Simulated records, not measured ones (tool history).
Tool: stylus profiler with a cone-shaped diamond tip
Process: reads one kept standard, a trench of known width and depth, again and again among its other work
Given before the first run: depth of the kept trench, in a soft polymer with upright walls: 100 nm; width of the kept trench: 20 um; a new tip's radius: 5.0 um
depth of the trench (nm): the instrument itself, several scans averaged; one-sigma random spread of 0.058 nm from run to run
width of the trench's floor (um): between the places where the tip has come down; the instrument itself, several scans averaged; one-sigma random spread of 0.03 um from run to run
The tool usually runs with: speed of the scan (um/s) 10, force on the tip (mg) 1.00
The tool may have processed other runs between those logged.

| run | hour | speed of the scan (um/s) | force on the tip (mg) | depth of the trench (nm) | width of the trench's floor (um) |
|---|---|---|---|---|---|
| 1 | 0.0 | 10 | 1.00 | 100.87 | 17.72 |
| 2 | 24.9 | 10 | 1.00 | 100.84 | 17.73 |
| 3 | 35.9 | 10 | 1.00 | 100.89 | 17.73 |
| 4 | 52.2 | 10 | 1.00 | 100.93 | 17.70 |
| 5 | 72.5 | 10 | 2.93 | 101.53 | 17.73 |
| 6 | 93.9 | 3 | 1.00 | 100.89 | 17.73 |
| 7 | 115.1 | 10 | 0.42 | 100.49 | 17.67 |
| 8 | 125.2 | 10 | 0.42 | 100.55 | 17.69 |
| 9 | 145.7 | 6 | 1.00 | 100.84 | 17.65 |
| 10 | 163.0 | 10 | 1.00 | 100.96 | 17.67 |
| 11 | 186.9 | 6 | 1.00 | 101.01 | 17.69 |
| 12 | 204.6 | 6 | 0.67 | 100.77 | 17.74 |
| 13 | 223.1 | 6 | 0.67 | 100.71 | 17.70 |
| 14 | 246.8 | 10 | 2.46 | 101.49 | 17.67 |
| 15 | 258.3 | 10 | 2.39 | 101.38 | 17.67 |
| 16 | 278.4 | 10 | 1.00 | 100.86 | 17.61 |
| 17 | 294.5 | 10 | 1.00 | 100.89 | 17.66 |
| 18 | 319.7 | 10 | 1.00 | 101.05 | 17.66 |
| 19 | 344.6 | 10 | 1.00 | 100.97 | 17.66 |
| 20 | 366.5 | 10 | 1.15 | 101.02 | 17.64 |
| 21 | 376.9 | 10 | 1.25 | 101.02 | 17.68 |
| 22 | 399.2 | 10 | 1.25 | 101.07 | 17.64 |
| 23 | 422.0 | 10 | 1.25 | 101.10 | 17.64 |
| 24 | 445.1 | 10 | 1.25 | 101.21 | 17.59 |
| 25 | 459.2 | 23 | 1.56 | 101.22 | 17.56 |
| 26 | 479.8 | 23 | 1.56 | 101.07 | 17.61 |
| 27 | 500.3 | 8 | 0.98 | 101.06 | 17.65 |
| 28 | 521.0 | 17 | 0.94 | 101.05 | 17.60 |
| 29 | 535.0 | 12 | 1.00 | 101.04 | 17.63 |
| 30 | 555.1 | 29 | 1.45 | 101.27 | 17.56 |
| 31 | 579.0 | 11 | 1.45 | 101.17 | 17.57 |
| 32 | 599.0 | 8 | 1.29 | 101.10 | 17.61 |
| 33 | 620.2 | 6 | 1.12 | 101.09 | 17.57 |
| 34 | 643.2 | 6 | 1.12 | 101.05 | 17.64 |
| 35 | 661.9 | 6 | 2.93 | 101.67 | 17.55 |
| 36 | 674.9 | 7 | 2.93 | 101.71 | 17.62 |
| 37 | 693.6 | 7 | 2.07 | 101.43 | 17.57 |
| 38 | 718.1 | 31 | 1.37 | 101.22 | 17.45 |

Predict the results of run 39:
| 39 | 741.8 | 8 | 2.90 | ? | ? |

{"run 39": {"depth of the trench (nm)": 101.72, "width of the trench's floor (um)": 17.57}}
Minus the tool's unlogged condition, the same run would have read depth of the trench (nm) 101.31, width of the trench's floor (um) 17.99.
